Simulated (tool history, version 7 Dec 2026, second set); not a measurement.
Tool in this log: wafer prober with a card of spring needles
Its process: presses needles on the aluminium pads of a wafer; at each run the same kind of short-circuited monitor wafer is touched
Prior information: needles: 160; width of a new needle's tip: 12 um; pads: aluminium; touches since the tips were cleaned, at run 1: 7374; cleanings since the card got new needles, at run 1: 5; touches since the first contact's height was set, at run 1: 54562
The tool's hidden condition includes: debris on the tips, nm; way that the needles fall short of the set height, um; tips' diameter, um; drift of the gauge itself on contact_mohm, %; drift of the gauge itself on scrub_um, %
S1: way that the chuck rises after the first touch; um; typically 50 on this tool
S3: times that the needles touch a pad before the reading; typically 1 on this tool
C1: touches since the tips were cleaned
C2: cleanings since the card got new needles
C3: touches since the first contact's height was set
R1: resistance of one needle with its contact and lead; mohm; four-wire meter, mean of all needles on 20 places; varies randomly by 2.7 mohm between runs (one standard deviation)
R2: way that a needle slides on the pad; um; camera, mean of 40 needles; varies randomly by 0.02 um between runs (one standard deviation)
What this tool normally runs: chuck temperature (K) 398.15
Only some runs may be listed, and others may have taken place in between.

{"run": 1, "hour": 0.0, "S1": 50, "chuck temperature (K)": 398.15, "S3": 1, "C1": 7374, "C2": 5, "C3": 54562, "R1": 454, "R2": 11.47}
{"hour": 6.5, "done": "tips cleaned on abrasive film"}
{"run": 2, "hour": 16.0, "S1": 50, "chuck temperature (K)": 398.15, "S3": 1, "C1": 1712, "C2": 6, "C3": 57425, "R1": 400, "R2": 11.47}
{"run": 3, "hour": 33.4, "S1": 50, "chuck temperature (K)": 398.15, "S3": 1, "C1": 4848, "C2": 6, "C3": 60561, "R1": 442, "R2": 11.48}
{"run": 4, "hour": 51.0, "S1": 50, "chuck temperature (K)": 398.15, "S3": 1, "C1": 8032, "C2": 6, "C3": 63745, "R1": 459, "R2": 11.46}
{"hour": 53.4, "done": "tips cleaned on abrasive film"}
{"run": 5, "hour": 71.9, "S1": 50, "chuck temperature (K)": 298.15, "S3": 1, "C1": 3347, "C2": 7, "C3": 67500, "R1": 420, "R2": 11.47}
{"run": 6, "hour": 91.4, "S1": 50, "chuck temperature (K)": 398.15, "S3": 2, "C1": 6861, "C2": 7, "C3": 71014, "R1": 395, "R2": 11.46}
{"hour": 99.1, "done": "tips cleaned on abrasive film"}
{"run": 7, "hour": 110.4, "S1": 50, "chuck temperature (K)": 398.15, "S3": 2, "C1": 2048, "C2": 8, "C3": 74429, "R1": 372, "R2": 11.45}
{"run": 8, "hour": 131.0, "S1": 50, "chuck temperature (K)": 398.15, "S3": 2, "C1": 5761, "C2": 8, "C3": 78142, "R1": 401, "R2": 11.48}
{"run": 9, "hour": 141.3, "S1": 50, "chuck temperature (K)": 398.15, "S3": 1, "C1": 7609, "C2": 8, "C3": 79990, "R1": 458, "R2": 11.45}
{"hour": 144.9, "done": "tips cleaned on abrasive film"}
{"run": 10, "hour": 160.1, "S1": 50, "chuck temperature (K)": 299.15, "S3": 1, "C1": 2740, "C2": 9, "C3": 83371, "R1": 421, "R2": 11.46}
{"run": 11, "hour": 174.1, "S1": 50, "chuck temperature (K)": 299.15, "S3": 1, "C1": 5258, "C2": 9, "C3": 85889, "R1": 447, "R2": 11.41}
{"run": 12, "hour": 188.1, "S1": 50, "chuck temperature (K)": 299.15, "S3": 1, "C1": 7781, "C2": 9, "C3": 88412, "R1": 453, "R2": 11.45}
{"hour": 190.6, "done": "tips cleaned on abrasive film"}
{"run": 13, "hour": 203.9, "S1": 50, "chuck temperature (K)": 398.15, "S3": 1, "C1": 2389, "C2": 10, "C3": 91246, "R1": 418, "R2": 11.44}
{"run": 14, "hour": 224.3, "S1": 50, "chuck temperature (K)": 378.15, "S3": 1, "C1": 6075, "C2": 10, "C3": 94932, "R1": 452, "R2": 11.4}
{"run": 15, "hour": 236.0, "S1": 50, "chuck temperature (K)": 378.15, "S3": 1, "C1": 8179, "C2": 10, "C3": 97036, "R1": 464, "R2": 11.4}
{"hour": 236.9, "done": "tips cleaned on abrasive film"}
{"run": 16, "hour": 249.6, "S1": 50, "chuck temperature (K)": 378.15, "S3": 1, "C1": 2289, "C2": 11, "C3": 99483, "R1": 408, "R2": 11.41}
{"run": 17, "hour": 265.8, "S1": 50, "chuck temperature (K)": 398.15, "S3": 1, "C1": 5211, "C2": 11, "C3": 102405, "R1": 453, "R2": 11.43}
{"hour": 282.9, "done": "tips cleaned on abrasive film"}
{"run": 18, "hour": 285.7, "S1": 34, "chuck temperature (K)": 398.15, "S3": 1, "C1": 515, "C2": 12, "C3": 105971, "R1": 404, "R2": 7.71}
{"run": 19, "hour": 298.6, "S1": 34, "chuck temperature (K)": 398.15, "S3": 1, "C1": 2841, "C2": 12, "C3": 108297, "R1": 552, "R2": 7.71}
{"run": 20, "hour": 314.5, "S1": 50, "chuck temperature (K)": 305.15, "S3": 1, "C1": 5707, "C2": 12, "C3": 111163, "R1": 448, "R2": 11.43}
{"hour": 328.5, "done": "tips cleaned on abrasive film"}
{"run": 21, "hour": 334.7, "S1": 60, "chuck temperature (K)": 305.15, "S3": 3, "C1": 1118, "C2": 13, "C3": 114788, "R1": 304, "R2": 13.71}
{"run": 22, "hour": 343.8, "S1": 52, "chuck temperature (K)": 345.15, "S3": 3, "C1": 2756, "C2": 13, "C3": 116426, "R1": 340, "R2": 11.84}
{"run": 23, "hour": 362.9, "S1": 52, "chuck temperature (K)": 345.15, "S3": 3, "C1": 6211, "C2": 13, "C3": 119881, "R1": 356, "R2": 11.85}
{"hour": 375.2, "done": "tips cleaned on abrasive film"}
{"run": 24, "hour": 380.8, "S1": 52, "chuck temperature (K)": 345.15, "S3": 3, "C1": 1003, "C2": 14, "C3": 123080, "R1": 318, "R2": 11.8}
{"run": 25, "hour": 392.8, "S1": 42, "chuck temperature (K)": 302.15, "S3": 3, "C1": 3170, "C2": 14, "C3": 125247, "R1": 356, "R2": 9.53}
{"run": 26, "hour": 406.9, "S1": 42, "chuck temperature (K)": 302.15, "S3": 3, "C1": 5725, "C2": 14, "C3": 127802, "R1": 371, "R2": 9.54}
{"hour": 420.9, "done": "tips cleaned on abrasive film"}
{"run": 27, "hour": 426.8, "S1": 68, "chuck temperature (K)": 367.15, "S3": 2, "C1": 1061, "C2": 15, "C3": 131359, "R1": 322, "R2": 15.58}
{"run": 28, "hour": 436.7, "S1": 43, "chuck temperature (K)": 398.15, "S3": 1, "C1": 2850, "C2": 15, "C3": 133148, "R1": 469, "R2": 9.75}
{"run": 29, "hour": 451.6, "S1": 63, "chuck temperature (K)": 311.15, "S3": 1, "C1": 5547, "C2": 15, "C3": 135845, "R1": 397, "R2": 14.36}
{"hour": 467.1, "done": "tips cleaned on abrasive film"}
{"run": 30, "hour": 471.1, "S1": 45, "chuck temperature (K)": 311.15, "S3": 3, "C1": 719, "C2": 16, "C3": 139341, "R1": 312, "R2": 10.19}
{"run": 31, "hour": 490.0, "S1": 45, "chuck temperature (K)": 311.15, "S3": 3, "C1": 4123, "C2": 16, "C3": 142745, "R1": 356, "R2": 10.23}
{"run": 32, "hour": 504.1, "S1": 50, "chuck temperature (K)": 305.15, "S3": 1, "C1": 6673, "C2": 16, "C3": 145295, "R1": 457, "R2": 11.36}
{"hour": 513.2, "done": "tips cleaned on abrasive film"}
{"run": 33, "hour": 513.2, "S1": 63, "chuck temperature (K)": 398.15, "S3": 1, "C1": 0, "C2": 17, "C3": 146910, "R1": 316, "R2": 14.32}
{"run": 34, "hour": 522.4, "S1": 42, "chuck temperature (K)": 302.15, "S3": 1, "C1": 1669, "C2": 17, "C3": 148579, "R1": 426, "R2": 9.52}
{"run": 35, "hour": 544.0, "S1": 42, "chuck temperature (K)": 302.15, "S3": 1, "C1": 5557, "C2": 17, "C3": 152467, "R1": 515, "R2": 9.49}
{"hour": 559.0, "done": "tips cleaned on abrasive film"}
{"run": 36, "hour": 563.1, "S1": 41, "chuck temperature (K)": 311.15, "S3": 2, "C1": 742, "C2": 18, "C3": 155907, "R1": 349, "R2": 9.28}

Consider 3 possible next runs. They are alternatives, not a sequence: every one starts from the tool as it was left by run 36. What does each give?
{"run": "A", "hour": 572.8, "S1": 40, "chuck temperature (K)": 398.15, "S3": 2, "C1": 2491, "C2": 18, "C3": 157656, "R1": "?", "R2": "?"}
{"run": "B", "hour": 572.8, "S1": 51, "chuck temperature (K)": 309.15, "S3": 2, "C1": 2491, "C2": 18, "C3": 157656, "R1": "?", "R2": "?"}
{"run": "C", "hour": 572.8, "S1": 67, "chuck temperature (K)": 367.15, "S3": 3, "C1": 2491, "C2": 18, "C3": 157656, "R1": "?", "R2": "?"}

run=A R1=418 R2=9.04
run=B R1=356 R2=11.6
run=C R1=324 R2=15.23
Without the tool's hidden state the same runs would have given:
run=A R1=319 R2=9.24
run=B R1=283 R2=11.8
run=C R1=298 R2=15.43
